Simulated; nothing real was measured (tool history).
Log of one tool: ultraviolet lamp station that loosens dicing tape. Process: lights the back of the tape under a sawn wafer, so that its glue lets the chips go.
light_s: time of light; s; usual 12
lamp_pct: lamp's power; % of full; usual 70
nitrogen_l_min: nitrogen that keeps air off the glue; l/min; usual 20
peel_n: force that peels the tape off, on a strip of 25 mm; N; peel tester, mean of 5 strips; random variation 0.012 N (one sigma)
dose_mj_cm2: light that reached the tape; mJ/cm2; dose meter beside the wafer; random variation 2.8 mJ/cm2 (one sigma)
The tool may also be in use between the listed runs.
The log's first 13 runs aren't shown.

run,hour,light_s,lamp_pct,nitrogen_l_min,hours of work of the lamp,hours of work since the window was cleaned,peel_n,dose_mj_cm2
14,347.3,12,79,39,768,232,0.57,299
15,362.8,12,79,39,777,241,0.576,292
# hour 373.7: window cleaned of glue's vapour
16,400,12,79,39,798,15,0.447,326
17,418.6,12,79,39,808,26,0.453,324
18,441.2,12,79,39,821,39,0.473,321
19,471.8,12,90,20,839,56,0.581,359
20,504,12,90,20,857,75,0.601,358
21,529.8,12,90,20,872,89,0.619,347
22,566.1,12,90,20,893,110,0.67,342
23,582.4,12,91,19,902,119,0.647,345
24,606.6,12,91,19,916,133,0.697,339
25,636.8,12,91,19,933,151,0.672,333

Forecast run 26:
26,654.3,20,91,8,943,161,?,?

{"run 26": {"peel_n": 0.575, "dose_mj_cm2": 548}}
Without the tool's hidden state the same run would have given peel_n 0.259 N, dose_mj_cm2 826 mJ/cm2.

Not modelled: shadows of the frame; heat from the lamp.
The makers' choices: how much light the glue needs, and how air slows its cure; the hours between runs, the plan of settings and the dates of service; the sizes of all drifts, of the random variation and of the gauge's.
